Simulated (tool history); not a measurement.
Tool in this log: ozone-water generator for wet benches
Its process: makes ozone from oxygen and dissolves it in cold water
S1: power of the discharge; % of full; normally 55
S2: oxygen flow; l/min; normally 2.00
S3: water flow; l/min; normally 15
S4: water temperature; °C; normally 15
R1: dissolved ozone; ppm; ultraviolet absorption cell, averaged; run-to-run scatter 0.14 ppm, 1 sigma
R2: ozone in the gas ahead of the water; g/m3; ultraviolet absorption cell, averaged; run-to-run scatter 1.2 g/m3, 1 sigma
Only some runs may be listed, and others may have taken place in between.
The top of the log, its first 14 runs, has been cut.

| run | hour | S1 | S2 | S3 | S4 | R1 | R2 |
|---|---|---|---|---|---|---|---|
| 15 | 809.4 | 68 | 2.00 | 15 | 15 | 19.5 | 267.4 |
| 16 | 848.1 | 68 | 2.00 | 15 | 13 | 19.6 | 269.2 |
| 17 | 885.3 | 85 | 2.99 | 15 | 15 | 25.5 | 267.4 |
| 18 | 963.6 | 96 | 2.99 | 15 | 23 | 25.2 | 293.0 |
| 19 | 1029.5 | 43 | 2.99 | 23 | 22 | 10.1 | 162.8 |
| 20 | 1074.5 | 60 | 2.30 | 14 | 22 | 18.3 | 232.5 |
| 21 | 1154.5 | 60 | 2.30 | 14 | 22 | 18.1 | 234.2 |
| 22 | 1214.6 | 95 | 1.54 | 22 | 20 | 14.9 | 382.7 |
| 23 | 1260.7 | 95 | 1.54 | 22 | 13 | 15.5 | 384.7 |
|  | 1304.3 | gauge calibrated |
| 24 | 1304.3 | 48 | 1.54 | 11 | 13 | 18.8 | 228.3 |
| 25 | 1339.5 | 48 | 1.54 | 11 | 13 | 18.9 | 228.6 |
| 26 | 1408.4 | 48 | 1.54 | 11 | 13 | 18.8 | 229.8 |
| 27 | 1453.8 | 54 | 2.39 | 15 | 15 | 17.3 | 209.4 |
| 28 | 1487.1 | 94 | 2.86 | 14 | 15 | 28.4 | 287.0 |
| 29 | 1550.0 | 55 | 2.00 | 13 | 15 | 19.1 | 228.2 |
| 30 | 1625.1 | 55 | 2.00 | 13 | 15 | 19.1 | 229.6 |
| 31 | 1675.2 | 55 | 2.00 | 13 | 15 | 19.0 | 228.0 |
| 32 | 1716.3 | 55 | 2.63 | 21 | 15 | 13.4 | 205.9 |

5 ways to go on from here, each from the tool as it stands after run 32. What would each give?
| A | 1774.3 | 90 | 3.15 | 15 | 13 | ? | ? |
| B | 1774.3 | 55 | 1.19 | 16 | 15 | ? | ? |
| C | 1774.3 | 58 | 3.03 | 19 | 15 | ? | ? |
| D | 1774.3 | 90 | 2.00 | 15 | 12 | ? | ? |
| E | 1774.3 | 72 | 2.63 | 12 | 9 | ? | ? |

| run | R1 | R2 |
|---|---|---|
| A | 27.3 | 266.4 |
| B | 12.9 | 283.3 |
| C | 15.7 | 200.8 |
| D | 24.3 | 321.2 |
| E | 28.4 | 246.9 |
Without the tool's hidden state the same runs would have given:
| run | R1 | R2 |
|---|---|---|
| A | 27.3 | 263.6 |
| B | 12.9 | 280.3 |
| C | 15.7 | 198.7 |
| D | 24.3 | 317.9 |
| E | 28.4 | 244.4 |
